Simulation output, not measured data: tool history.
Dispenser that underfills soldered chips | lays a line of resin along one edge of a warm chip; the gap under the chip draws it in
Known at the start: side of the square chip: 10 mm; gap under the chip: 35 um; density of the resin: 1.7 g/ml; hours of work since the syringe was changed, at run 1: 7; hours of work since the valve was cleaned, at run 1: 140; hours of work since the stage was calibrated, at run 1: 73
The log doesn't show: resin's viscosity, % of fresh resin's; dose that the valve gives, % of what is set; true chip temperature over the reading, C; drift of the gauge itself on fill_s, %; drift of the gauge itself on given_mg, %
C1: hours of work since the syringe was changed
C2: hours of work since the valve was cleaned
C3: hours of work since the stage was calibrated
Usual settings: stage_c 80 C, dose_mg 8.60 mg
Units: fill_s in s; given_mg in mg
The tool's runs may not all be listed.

run 1 day=0.000 | stage_c=80 dose_mg=8.60 | C1=7 C2=140 C3=73 | fill_s=106.7 given_mg=7.93
-- day=0.050 new syringe of resin
run 2 day=0.204 | stage_c=80 dose_mg=8.60 | C1=2 C2=143 C3=76 | fill_s=75.9 given_mg=7.91
run 3 day=0.329 | stage_c=78 dose_mg=8.60 | C1=5 C2=145 C3=78 | fill_s=92.6 given_mg=7.95
-- day=0.475 dispensing valve cleaned and set on the balance
run 4 day=0.496 | stage_c=78 dose_mg=8.60 | C1=7 C2=0 C3=80 | fill_s=107.6 given_mg=8.39
-- day=0.592 new syringe of resin
run 5 day=0.683 | stage_c=78 dose_mg=7.36 | C1=1 C2=3 C3=83 | fill_s=77.0 given_mg=7.29
run 6 day=0.800 | stage_c=78 dose_mg=7.36 | C1=3 C2=5 C3=85 | fill_s=86.5 given_mg=7.28
run 7 day=1.012 | stage_c=80 dose_mg=8.60 | C1=7 C2=9 C3=88 | fill_s=100.1 given_mg=8.50
-- day=1.088 new syringe of resin
run 8 day=1.262 | stage_c=80 dose_mg=8.60 | C1=3 C2=12 C3=92 | fill_s=77.1 given_mg=8.53
run 9 day=1.446 | stage_c=80 dose_mg=8.60 | C1=6 C2=15 C3=95 | fill_s=95.6 given_mg=8.55
-- day=1.592 new syringe of resin
run 10 day=1.633 | stage_c=80 dose_mg=8.60 | C1=1 C2=18 C3=98 | fill_s=64.9 given_mg=8.49
run 11 day=1.762 | stage_c=80 dose_mg=8.60 | C1=3 C2=20 C3=100 | fill_s=76.8 given_mg=8.44
run 12 day=1.871 | stage_c=88 dose_mg=8.60 | C1=5 C2=22 C3=102 | fill_s=67.8 given_mg=8.49
run 13 day=2.000 | stage_c=80 dose_mg=8.60 | C1=7 C2=24 C3=104 | fill_s=98.9 given_mg=8.46
-- day=2.100 new syringe of resin
run 14 day=2.188 | stage_c=80 dose_mg=8.60 | C1=1 C2=27 C3=107 | fill_s=70.3 given_mg=8.36
run 15 day=2.317 | stage_c=80 dose_mg=8.60 | C1=4 C2=29 C3=109 | fill_s=81.5 given_mg=8.50
run 16 day=2.525 | stage_c=66 dose_mg=8.60 | C1=7 C2=32 C3=112 | fill_s=163.7 given_mg=8.38
-- day=2.604 new syringe of resin
run 17 day=2.742 | stage_c=66 dose_mg=8.60 | C1=2 C2=36 C3=115 | fill_s=116.5 given_mg=8.33
run 18 day=2.946 | stage_c=66 dose_mg=8.60 | C1=6 C2=39 C3=119 | fill_s=149.3 given_mg=8.37
-- day=3.100 new syringe of resin
run 19 day=3.162 | stage_c=80 dose_mg=10.91 | C1=1 C2=42 C3=122 | fill_s=65.8 given_mg=10.61
run 20 day=3.338 | stage_c=80 dose_mg=10.91 | C1=4 C2=45 C3=125 | fill_s=79.5 given_mg=10.69
run 21 day=3.542 | stage_c=77 dose_mg=8.69 | C1=7 C2=48 C3=128 | fill_s=113.6 given_mg=8.37
-- day=3.596 new syringe of resin
run 22 day=3.671 | stage_c=77 dose_mg=8.69 | C1=1 C2=50 C3=130 | fill_s=74.4 given_mg=8.45
run 23 day=3.800 | stage_c=77 dose_mg=8.69 | C1=3 C2=52 C3=132 | fill_s=88.8 given_mg=8.37
run 24 day=3.938 | stage_c=83 dose_mg=8.56 | C1=6 C2=55 C3=134 | fill_s=86.5 given_mg=8.25
run 25 day=4.075 | stage_c=93 dose_mg=8.93 | C1=8 C2=57 C3=137 | fill_s=74.8 given_mg=8.58
-- day=4.104 new syringe of resin
run 26 day=4.325 | stage_c=75 dose_mg=8.32 | C1=4 C2=61 C3=140 | fill_s=97.5 given_mg=8.04
run 27 day=4.475 | stage_c=90 dose_mg=7.54 | C1=6 C2=63 C3=143 | fill_s=73.2 given_mg=7.28
-- day=4.612 new syringe of resin
run 28 day=4.721 | stage_c=92 dose_mg=8.09 | C1=2 C2=67 C3=147 | fill_s=50.9 given_mg=7.69
run 29 day=4.925 | stage_c=74 dose_mg=9.43 | C1=5 C2=70 C3=150 | fill_s=111.7 given_mg=8.98
run 30 day=5.054 | stage_c=80 dose_mg=10.89 | C1=7 C2=72 C3=152 | fill_s=104.0 given_mg=10.40
-- day=5.108 new syringe of resin
run 31 day=5.225 | stage_c=80 dose_mg=9.76 | C1=2 C2=75 C3=155 | fill_s=70.4 given_mg=9.40
run 32 day=5.462 | stage_c=82 dose_mg=11.00 | C1=6 C2=79 C3=158 | fill_s=85.5 given_mg=10.48
-- day=5.604 new syringe of resin
run 33 day=5.629 | stage_c=82 dose_mg=10.68 | C1=0 C2=81 C3=161 | fill_s=60.0 given_mg=10.27
run 34 day=5.775 | stage_c=90 dose_mg=11.02 | C1=3 C2=84 C3=163 | fill_s=55.0 given_mg=10.50
run 35 day=5.904 | stage_c=79 dose_mg=8.66 | C1=5 C2=86 C3=165 | fill_s=92.0 given_mg=8.40
-- day=6.104 new syringe of resin
run 36 day=6.108 | stage_c=83 dose_mg=9.54 | C1=0 C2=89 C3=168 | fill_s=55.7 given_mg=9.04

4 ways to go on from here, each from the tool as it stands after run 36. What would each give?
run A day=6.212 | stage_c=76 dose_mg=9.54 | C1=2 C2=91 C3=170 | fill_s=? given_mg=?
run B day=6.212 | stage_c=77 dose_mg=9.66 | C1=2 C2=91 C3=170 | fill_s=? given_mg=?
run C day=6.212 | stage_c=73 dose_mg=9.08 | C1=2 C2=91 C3=170 | fill_s=? given_mg=?
run D day=6.212 | stage_c=93 dose_mg=9.54 | C1=2 C2=91 C3=170 | fill_s=? given_mg=?

run=A fill_s=79.0 given_mg=9.16
run=B fill_s=75.3 given_mg=9.16
run=C fill_s=87.3 given_mg=8.59
run=D fill_s=45.8 given_mg=9.11
Without the tool's hidden state the same runs would have given:
run=A fill_s=71.3 given_mg=9.64
run=B fill_s=67.8 given_mg=9.65
run=C fill_s=78.5 given_mg=9.04
run=D fill_s=41.2 given_mg=9.59
